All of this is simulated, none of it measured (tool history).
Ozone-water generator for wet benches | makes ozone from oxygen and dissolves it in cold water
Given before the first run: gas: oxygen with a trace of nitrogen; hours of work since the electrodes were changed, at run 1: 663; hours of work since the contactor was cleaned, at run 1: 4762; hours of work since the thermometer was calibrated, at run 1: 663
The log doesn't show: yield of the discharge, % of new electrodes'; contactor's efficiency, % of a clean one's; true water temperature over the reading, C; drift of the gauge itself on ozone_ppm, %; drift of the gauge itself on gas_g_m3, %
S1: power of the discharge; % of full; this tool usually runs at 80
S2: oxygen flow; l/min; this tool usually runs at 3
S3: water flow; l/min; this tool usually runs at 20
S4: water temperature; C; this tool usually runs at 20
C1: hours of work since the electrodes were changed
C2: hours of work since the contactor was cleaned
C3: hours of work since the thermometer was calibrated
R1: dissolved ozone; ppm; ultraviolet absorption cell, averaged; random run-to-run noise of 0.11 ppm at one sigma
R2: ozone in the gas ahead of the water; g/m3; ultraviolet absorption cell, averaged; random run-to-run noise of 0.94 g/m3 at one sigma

run,hour,S1,S2,S3,S4,C1,C2,C3,R1,R2
1,0,80,3,20,20,663,4762,663,9.1,159.7
2,65.8,80,3,20,20,723,4822,723,9.1,160.4
3,124.3,80,3,20,20,777,4876,777,9.3,161.2
4,234.4,80,3,20,20,879,4978,879,9.1,160.1
5,324,80,3,20,20,962,5061,962,9.3,162
6,412.4,80,3,20,20,1043,5142,1043,9.2,161.9
7,487.8,67,3,20,20,1113,5212,1113,8.3,146.8
8,586.3,80,3,20,20,1204,5303,1204,9.1,160.9
9,691.8,80,3,20,20,1301,5400,1301,9,160.3
10,741.3,80,3,20,20,1347,5446,1347,9.3,162.5
11,819.7,80,3,26,20,1419,5518,1419,6.9,162
12,893,80,3,26,20,1486,5586,1486,6.8,161.6
13,946.5,80,3,20,20,1536,5635,1536,9.4,161.2
14,1047.1,80,3,20,26,1629,5728,1629,8.5,162.5
15,1139.3,69,3.4,29,22,1714,5813,1714,5.9,136.5
16,1201.6,69,3.4,29,22,1771,5870,1771,5.8,138.6
17,1270.8,60,3.8,14,17,1835,5934,1835,11.4,119.3
18,1320.3,60,3.8,14,17,1881,5980,1881,11.1,119.5
19,1412.4,60,3.8,14,16,1966,6065,1966,11.3,120
20,1505.7,83,5.04,20,25,2052,6151,2052,8.4,119.8
21,1598.1,92,1.84,16,17,2137,6236,2137,12.3,238.2
22,1700.7,62,5.26,23,16,2232,6331,2232,7.3,100.5
23,1801.4,98,4.08,20,20,2324,6424,2324,10.4,149.7
24,1861.6,98,4.08,20,20,2380,6479,2380,10,149.7
25,1971.9,98,1.67,20,20,2482,6581,2482,9.6,265.9
26,2041.9,59,3.71,30,22,2546,6645,2546,5.2,122.1
# hour 2053.3: contactor cleaned
27,2127.8,59,3.71,30,22,2622,69,2622,5.1,120.4
28,2204.2,59,3.71,30,22,2692,139,2692,4.9,121

What differs in the tool's unlogged condition from the final listed run ahead of each entry between runs to the first listed run following it?
After run 26, before run 27: contactor cleaned (hour 2053.3)
  contactor's efficiency, % of a clean one's: 99.8 -> 100; drift of the gauge itself on gas_g_m3, %: 2.21 -> 2.29
  measured result minus the result with no hidden state, R2: +2.5 -> +2.7 g/m3
